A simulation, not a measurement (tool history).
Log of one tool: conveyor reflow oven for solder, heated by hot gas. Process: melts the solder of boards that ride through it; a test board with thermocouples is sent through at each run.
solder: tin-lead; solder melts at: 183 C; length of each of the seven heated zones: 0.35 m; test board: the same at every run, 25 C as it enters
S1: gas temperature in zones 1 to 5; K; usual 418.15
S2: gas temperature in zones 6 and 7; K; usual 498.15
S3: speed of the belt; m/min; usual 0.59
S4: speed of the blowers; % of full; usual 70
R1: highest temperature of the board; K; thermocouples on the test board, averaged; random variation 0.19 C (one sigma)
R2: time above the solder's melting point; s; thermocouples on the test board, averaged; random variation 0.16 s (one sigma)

Run 1, day 0: usual settings. Result: R1 483.65 K, R2 50.7 s.
At day 2.646: flux residue cleaned out of gas plates and filters.
Run 2, day 2.646: usual settings. Result: R1 482.75 K, R2 50.1 s.
At day 5.275: belt drive overhauled, speed set with a stopwatch.
Run 3, day 5.958: usual settings. Result: R1 482.65 K, R2 48.9 s.
Run 4, day 7.779: usual settings but S4 62 % of full. Result: R1 480.25 K, R2 45.9 s.
Run 5, day 11.092: usual settings but S4 62 % of full. Result: R1 479.55 K, R2 45.7 s.
Run 6, day 14.371: usual settings. Result: R1 480.85 K, R2 47.8 s.
Run 7, day 15.988: usual settings. Result: R1 480.85 K, R2 47.7 s.
At day 16.504: flux residue cleaned out of gas plates and filters, once more.
Run 8, day 18.217: usual settings but S2 488.15 K. Result: R1 474.55 K, R2 42.2 s.
Run 9, day 21.162: usual settings but S2 488.15 K. Result: R1 474.45 K, R2 41.7 s.
Run 10, day 23.746: usual settings. Result: R1 482.55 K, R2 50 s.
Run 11, day 26.925: usual settings but S4 60 % of full. Result: R1 479.55 K, R2 46.2 s.
Run 12, day 29.575: usual settings but S4 60 % of full. Result: R1 479.15 K, R2 45.7 s.
At day 31.942: flux residue cleaned out of gas plates and filters.
Run 13, day 33.075: usual settings but S4 60 % of full. Result: R1 479.85 K, R2 46.6 s.
Run 14, day 35.221: usual settings but S4 60 % of full. Result: R1 479.75 K, R2 46.2 s.
Run 15, day 38.483: usual settings but S4 60 % of full. Result: R1 479.65 K, R2 46 s.
Run 16, day 41.083: usual settings but S2 504.15 K, S4 63 % of full. Result: R1 484.95 K, R2 51.8 s.
Run 17, day 44: usual settings but S2 492.15 K, S4 85 % of full. Result: R1 479.25 K, R2 48.5 s.
At day 47.554: flux residue cleaned out of gas plates and filters.
At day 47.638: thermocouples of zones 6 and 7 changed.
Run 18, day 47.646: usual settings but S1 421.15 K, S2 506.15 K, S3 0.49 m/min, S4 74 % of full. Result: R1 497.65 K, R2 75.7 s.
Run 19, day 51.017: usual settings but S1 421.15 K, S2 506.15 K, S3 0.49 m/min, S4 74 % of full. Result: R1 497.55 K, R2 74.9 s.
Run 20, day 54.042: usual settings but S1 405.15 K, S4 53 % of full. Result: R1 475.75 K, R2 36.9 s.
Run 21, day 56.067: usual settings but S1 405.15 K, S4 53 % of full. Result: R1 475.65 K, R2 36.3 s.
At day 58.046: belt drive overhauled, speed set with a stopwatch.
Run 22, day 58.708: usual settings but S1 405.15 K, S2 512.15 K, S3 0.475 m/min, S4 53 % of full. Result: R1 494.85 K, R2 68.2 s.
Run 23, day 60.629: usual settings but S1 411.15 K, S2 487.15 K, S3 0.647 m/min, S4 59 % of full. Result: R1 466.35 K, R2 22.3 s.
Run 24, day 63.017: usual settings but S4 82 % of full. Result: R1 485.05 K, R2 53.1 s.
At day 63.508: flux residue cleaned out of gas plates and filters.
Run 25, day 65.875: usual settings but S1 431.15 K, S2 508.15 K, S4 50 % of full. Result: R1 488.35 K, R2 58.9 s.
Run 26, day 68.846: usual settings but S1 431.15 K, S2 508.15 K, S4 50 % of full. Result: R1 488.55 K, R2 58.6 s.
Run 27, day 72.3: usual settings but S1 431.15 K, S2 489.15 K, S4 50 % of full. Result: R1 472.75 K, R2 42.8 s.
Run 28, day 74.4: usual settings but S1 431.15 K, S2 489.15 K, S4 89 % of full. Result: R1 480.35 K, R2 55.6 s.
Run 29, day 76.283: usual settings but S1 431.15 K, S2 489.15 K, S3 0.518 m/min, S4 87 % of full. Result: R1 481.95 K, R2 66 s.
Run 30, day 78.058: usual settings but S1 412.15 K, S2 501.15 K, S3 0.483 m/min, S4 71 % of full. Result: R1 489.55 K, R2 66.9 s.

Forecast each of these 4 alternatives for the next run:
At day 79.042: flux residue cleaned out of gas plates and filters.
Run A, day 80.658: usual settings but S1 412.15 K, S3 0.606 m/min, S4 84 % of full. Result: R1 ?, R2 ?.
At day 79.042: flux residue cleaned out of gas plates and filters.
Run B, day 80.658: usual settings but S1 412.15 K, S2 501.15 K, S3 0.483 m/min, S4 71 % of full. Result: R1 ?, R2 ?.
At day 79.042: flux residue cleaned out of gas plates and filters.
Run C, day 80.658: usual settings but S1 417.15 K, S2 501.15 K, S3 0.483 m/min, S4 83 % of full. Result: R1 ?, R2 ?.
At day 79.042: flux residue cleaned out of gas plates and filters.
Run D, day 80.658: usual settings but S1 412.15 K, S2 506.15 K, S3 0.483 m/min, S4 80 % of full. Result: R1 ?, R2 ?.

run      R1    R2
  A  484.55    49
  B  489.85  67.6
  C  492.25  72.2
  D  496.15  72.7
Without the tool's hidden state the same runs would have given:
run      R1    R2
  A  486.15    50
  B  491.45  68.5
  C  493.95    73
  D  497.95  73.4
